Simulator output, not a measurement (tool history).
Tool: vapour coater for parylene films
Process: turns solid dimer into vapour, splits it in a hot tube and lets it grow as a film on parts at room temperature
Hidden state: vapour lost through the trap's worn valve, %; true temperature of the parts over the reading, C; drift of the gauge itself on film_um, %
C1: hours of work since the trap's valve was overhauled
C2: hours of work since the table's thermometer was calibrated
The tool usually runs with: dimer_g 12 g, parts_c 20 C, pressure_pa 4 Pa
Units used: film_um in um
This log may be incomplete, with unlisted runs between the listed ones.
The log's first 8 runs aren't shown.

Run 9, hour 147.8: usual settings but pressure_pa 3.39 Pa; C1 63; C2 424. Result: film_um 6.58 um.
Run 10, hour 160.5: usual settings but dimer_g 6 g; C1 69; C2 431. Result: film_um 3.22 um.
Run 11, hour 181.7: usual settings; C1 80; C2 441. Result: film_um 6.47 um.
Run 12, hour 206.5: usual settings; C1 92; C2 454. Result: film_um 6.48 um.
Run 13, hour 227.3: usual settings; C1 102; C2 464. Result: film_um 6.5 um.
Run 14, hour 244.5: usual settings; C1 111; C2 472. Result: film_um 6.48 um.
Run 15, hour 264.8: usual settings; C1 121; C2 483. Result: film_um 6.52 um.
Run 16, hour 288.2: usual settings; C1 132; C2 494. Result: film_um 6.48 um.
Run 17, hour 308.2: usual settings; C1 142; C2 504. Result: film_um 6.53 um.
Run 18, hour 327.4: usual settings; C1 152; C2 514. Result: film_um 6.53 um.
Run 19, hour 341.8: usual settings; C1 159; C2 521. Result: film_um 6.48 um.
Run 20, hour 361.6: usual settings; C1 169; C2 531. Result: film_um 6.38 um.
Run 21, hour 381.9: usual settings; C1 179; C2 541. Result: film_um 6.47 um.
Run 22, hour 392.6: usual settings; C1 184; C2 546. Result: film_um 6.49 um.
Run 23, hour 405.1: usual settings; C1 190; C2 552. Result: film_um 6.59 um.
Run 24, hour 419.7: usual settings but dimer_g 17 g, parts_c 14 C; C1 198; C2 559. Result: film_um 10.42 um.
Run 25, hour 434.3: usual settings but dimer_g 5 g, parts_c 28 C, pressure_pa 3.46 Pa; C1 205; C2 567. Result: film_um 2.29 um.

Estimate the outcome of run 26 from the log above:
Run 26, hour 448.9: usual settings but dimer_g 11 g, parts_c 16 C, pressure_pa 4.82 Pa; C1 212; C2 574. Result: film_um ?.

film_um: 6.32 um
Were there no unlogged condition in the tool, this run, its random variation unchanged, would have produced film_um 6.33 um.
